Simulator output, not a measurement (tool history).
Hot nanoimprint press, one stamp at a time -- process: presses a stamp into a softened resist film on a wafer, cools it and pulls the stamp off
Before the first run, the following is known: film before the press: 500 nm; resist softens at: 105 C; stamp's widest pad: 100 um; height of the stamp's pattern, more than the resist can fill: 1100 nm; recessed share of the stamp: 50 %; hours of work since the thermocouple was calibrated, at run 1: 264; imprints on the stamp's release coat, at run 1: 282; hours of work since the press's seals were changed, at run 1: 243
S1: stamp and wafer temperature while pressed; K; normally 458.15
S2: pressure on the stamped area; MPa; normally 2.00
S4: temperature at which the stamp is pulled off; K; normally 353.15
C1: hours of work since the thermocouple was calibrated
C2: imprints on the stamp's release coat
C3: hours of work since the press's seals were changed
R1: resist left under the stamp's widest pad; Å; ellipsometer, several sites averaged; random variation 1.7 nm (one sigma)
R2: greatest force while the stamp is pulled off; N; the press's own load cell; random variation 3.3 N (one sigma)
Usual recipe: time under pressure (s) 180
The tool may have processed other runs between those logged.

{"run": 1, "day": 0.0, "S1": 458.15, "S2": 2.0, "time under pressure (s)": 180, "S4": 353.15, "C1": 264, "C2": 282, "C3": 243, "R1": 2675, "R2": 157}
{"run": 2, "day": 1.183, "S1": 458.15, "S2": 2.0, "time under pressure (s)": 180, "S4": 353.15, "C1": 285, "C2": 433, "C3": 264, "R1": 2657, "R2": 163}
{"run": 3, "day": 1.912, "S1": 458.15, "S2": 2.0, "time under pressure (s)": 180, "S4": 353.15, "C1": 297, "C2": 526, "C3": 277, "R1": 2666, "R2": 161}
{"day": 2.729, "done": "plate thermocouple calibrated"}
{"day": 2.979, "done": "stamp cleaned and given a new release coat"}
{"run": 4, "day": 3.271, "S1": 458.15, "S2": 2.0, "time under pressure (s)": 180, "S4": 353.15, "C1": 5, "C2": 37, "C3": 293, "R1": 2665, "R2": 154}
{"run": 5, "day": 4.188, "S1": 458.15, "S2": 2.0, "time under pressure (s)": 180, "S4": 353.15, "C1": 21, "C2": 154, "C3": 309, "R1": 2637, "R2": 155}
{"run": 6, "day": 5.388, "S1": 458.15, "S2": 2.0, "time under pressure (s)": 180, "S4": 353.15, "C1": 42, "C2": 307, "C3": 330, "R1": 2650, "R2": 160}
{"run": 7, "day": 6.517, "S1": 458.15, "S2": 2.85, "time under pressure (s)": 180, "S4": 353.15, "C1": 61, "C2": 451, "C3": 350, "R1": 2301, "R2": 156}
{"run": 8, "day": 7.438, "S1": 458.15, "S2": 2.85, "time under pressure (s)": 180, "S4": 353.15, "C1": 77, "C2": 569, "C3": 366, "R1": 2261, "R2": 166}
{"day": 8.062, "done": "stamp cleaned and given a new release coat"}
{"run": 9, "day": 9.292, "S1": 451.15, "S2": 2.84, "time under pressure (s)": 173, "S4": 353.15, "C1": 105, "C2": 157, "C3": 393, "R1": 3064, "R2": 156}
{"run": 10, "day": 10.033, "S1": 451.15, "S2": 2.84, "time under pressure (s)": 173, "S4": 353.15, "C1": 118, "C2": 251, "C3": 406, "R1": 3054, "R2": 157}
{"run": 11, "day": 10.992, "S1": 466.15, "S2": 2.55, "time under pressure (s)": 111, "S4": 356.15, "C1": 134, "C2": 373, "C3": 423, "R1": 2109, "R2": 154}
{"run": 12, "day": 12.346, "S1": 466.15, "S2": 2.55, "time under pressure (s)": 111, "S4": 356.15, "C1": 158, "C2": 546, "C3": 446, "R1": 2132, "R2": 155}
{"day": 13.167, "done": "stamp cleaned and given a new release coat"}
{"run": 13, "day": 13.512, "S1": 459.15, "S2": 1.42, "time under pressure (s)": 180, "S4": 353.15, "C1": 174, "C2": 44, "C3": 462, "R1": 2869, "R2": 161}
{"run": 14, "day": 14.408, "S1": 468.15, "S2": 2.56, "time under pressure (s)": 293, "S4": 345.15, "C1": 189, "C2": 158, "C3": 477, "R1": 1287, "R2": 177}
{"run": 15, "day": 15.562, "S1": 446.15, "S2": 1.21, "time under pressure (s)": 105, "S4": 361.15, "C1": 209, "C2": 305, "C3": 497, "R1": 4469, "R2": 140}

What differs in the tool's unlogged condition from the final listed run ahead of each entry between runs to the first listed run following it?
Between runs 3 and 4: plate thermocouple calibrated (day 2.729); stamp cleaned and given a new release coat (day 2.979)
  true temperature over the reading, C: -0.07 -> 0; pressure that arrives at the usual setting, %: 99.91 -> 99.9; grip of the stamp's worn release coat, % over a new coat's: 0.8 -> 0.1
Between runs 8 and 9: stamp cleaned and given a new release coat (day 8.062)
  true temperature over the reading, C: -0.01 -> -0.02; pressure that arrives at the usual setting, %: 99.88 -> 99.87; grip of the stamp's worn release coat, % over a new coat's: 0.9 -> 0.2
Between runs 12 and 13: stamp cleaned and given a new release coat (day 13.167)
  pressure that arrives at the usual setting, %: 99.85 -> 99.84; grip of the stamp's worn release coat, % over a new coat's: 0.9 -> 0.1
